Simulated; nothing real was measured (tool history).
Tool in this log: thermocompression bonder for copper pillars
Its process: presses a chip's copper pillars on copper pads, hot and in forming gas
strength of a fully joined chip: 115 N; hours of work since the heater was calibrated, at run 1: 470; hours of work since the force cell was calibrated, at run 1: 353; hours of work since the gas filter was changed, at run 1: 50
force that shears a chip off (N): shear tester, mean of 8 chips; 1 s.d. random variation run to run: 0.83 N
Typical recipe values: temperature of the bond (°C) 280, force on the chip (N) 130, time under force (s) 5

run,day,temperature of the bond (°C),force on the chip (N),time under force (s),hours of work since the heater was calibrated,hours of work since the force cell was calibrated,hours of work since the gas filter was changed,force that shears a chip off (N)
1,0,280,130,5,470,353,50,71.9
2,1.138,280,130,5,485,368,65,70.8
3,2.167,280,130,5,499,382,79,70.3
4,3.129,280,130,5,512,395,92,67.6
5,4.171,280,130,4,525,408,106,62.4
6,5.225,276,130,4,539,422,120,59.9
7,5.867,280,130,5,548,431,128,66.8
8,6.529,280,130,5,557,440,137,64.1
9,7.588,280,130,5,571,454,151,65.9
10,8.183,280,130,5,579,462,159,64.4
11,9.275,280,130,5,593,476,174,64.4
12,10.271,280,130,5,606,489,187,62.2
13,11.15,280,130,5,618,501,199,63.4
# day 11.225: forming gas filter changed
14,12.325,280,154,5,633,516,15,80.7
15,13.167,291,101,8,645,528,26,71.4
16,13.779,291,168,8,653,536,34,95.7
17,14.971,291,168,8,669,552,50,95.5
18,16.154,280,110,5,684,567,66,58.2
19,16.883,267,110,5,694,577,75,50.1
20,18.038,274,130,7,709,592,91,69.3
21,18.946,274,130,7,721,604,103,69.9
22,19.488,266,179,7,729,612,110,79.1
23,20.592,277,140,7,743,626,125,75.2
24,21.708,277,140,7,758,641,139,72.3
25,22.562,277,140,10,770,653,151,78.8
26,23.188,305,193,4,778,661,159,88.8
27,24.242,280,134,14,792,675,173,81.3
28,25.362,282,190,4,807,690,188,76.9

Branching from run 28: 4 alternative next runs. What would each branch give?
# day 26.279: forming gas filter changed
A,26.504,269,118,4,822,705,3,?
# day 26.279: forming gas filter changed
B,26.504,268,190,4,822,705,3,?
# day 26.279: forming gas filter changed
C,26.504,259,95,4,822,705,3,?
# day 26.279: forming gas filter changed
D,26.504,282,105,4,822,705,3,?

run,force that shears a chip off (N)
A,51.8
B,76.8
C,37.2
D,53
Had the tool no hidden state, the same runs would have come out as:
run,force that shears a chip off (N)
A,60.6
B,85.9
C,44.7
D,61.5

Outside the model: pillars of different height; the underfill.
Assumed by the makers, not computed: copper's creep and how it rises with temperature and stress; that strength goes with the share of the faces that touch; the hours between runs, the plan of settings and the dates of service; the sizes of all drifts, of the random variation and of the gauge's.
